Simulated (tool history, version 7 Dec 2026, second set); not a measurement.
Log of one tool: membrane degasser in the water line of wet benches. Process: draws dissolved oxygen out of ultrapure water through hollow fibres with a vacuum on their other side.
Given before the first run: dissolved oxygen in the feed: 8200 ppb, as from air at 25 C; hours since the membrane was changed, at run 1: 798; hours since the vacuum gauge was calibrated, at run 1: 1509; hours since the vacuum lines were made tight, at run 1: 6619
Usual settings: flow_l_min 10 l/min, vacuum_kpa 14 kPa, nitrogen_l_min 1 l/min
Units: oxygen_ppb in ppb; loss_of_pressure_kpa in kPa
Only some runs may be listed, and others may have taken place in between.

| run | hour | flow_l_min | vacuum_kpa | nitrogen_l_min | hours since the membrane was changed | hours since the vacuum gauge was calibrated | hours since the vacuum lines were made tight | oxygen_ppb | loss_of_pressure_kpa |
|---|---|---|---|---|---|---|---|---|---|
| 1 | 0 | 10 | 14 | 1 | 798 | 1509 | 6619 | 283.3 | 55.18 |
| 2 | 32.7 | 10 | 14 | 1 | 830 | 1542 | 6651 | 285.6 | 55.13 |
| 3 | 52.6 | 10 | 14 | 1 | 850 | 1562 | 6671 | 285.1 | 55.27 |
| 4 | 82.2 | 10 | 14 | 1 | 880 | 1591 | 6701 | 285.4 | 54.79 |
| 5 | 128.7 | 10 | 14 | 1 | 926 | 1638 | 6747 | 285.6 | 55.09 |
| 6 | 154.3 | 10 | 14 | 1 | 952 | 1663 | 6773 | 283.9 | 55.12 |
| 7 | 199.5 | 10 | 14 | 1 | 997 | 1709 | 6818 | 283.7 | 55.1 |
| 8 | 245.7 | 10 | 14 | 1 | 1043 | 1755 | 6864 | 283.9 | 54.85 |
| 9 | 293.1 | 12 | 18.3 | 1.56 | 1091 | 1802 | 6912 | 318.5 | 65.59 |
| 10 | 326.4 | 12 | 18.3 | 1.56 | 1124 | 1836 | 6945 | 318.1 | 65.55 |
| 11 | 368.5 | 12 | 18.3 | 1.56 | 1166 | 1878 | 6987 | 319.4 | 66.18 |
| 12 | 407.8 | 13 | 19 | 1 | 1205 | 1917 | 7027 | 513.7 | 71.47 |
|  | 411.3 | vacuum gauge calibrated |
| 13 | 447.5 | 13 | 19 | 1 | 1245 | 36 | 7066 | 510.9 | 71.59 |

The next listed run, before its measurement:
| 14 | 487.4 | 12 | 14 | 0.49 | 1285 | 76 | 7106 | ? | ? |

Run 14 came out at oxygen_ppb 588.4 ppb, loss_of_pressure_kpa 66 kPa.
The same run, on a tool lacking any hidden state, would have yielded oxygen_ppb 575.7 ppb, loss_of_pressure_kpa 65.77 kPa.

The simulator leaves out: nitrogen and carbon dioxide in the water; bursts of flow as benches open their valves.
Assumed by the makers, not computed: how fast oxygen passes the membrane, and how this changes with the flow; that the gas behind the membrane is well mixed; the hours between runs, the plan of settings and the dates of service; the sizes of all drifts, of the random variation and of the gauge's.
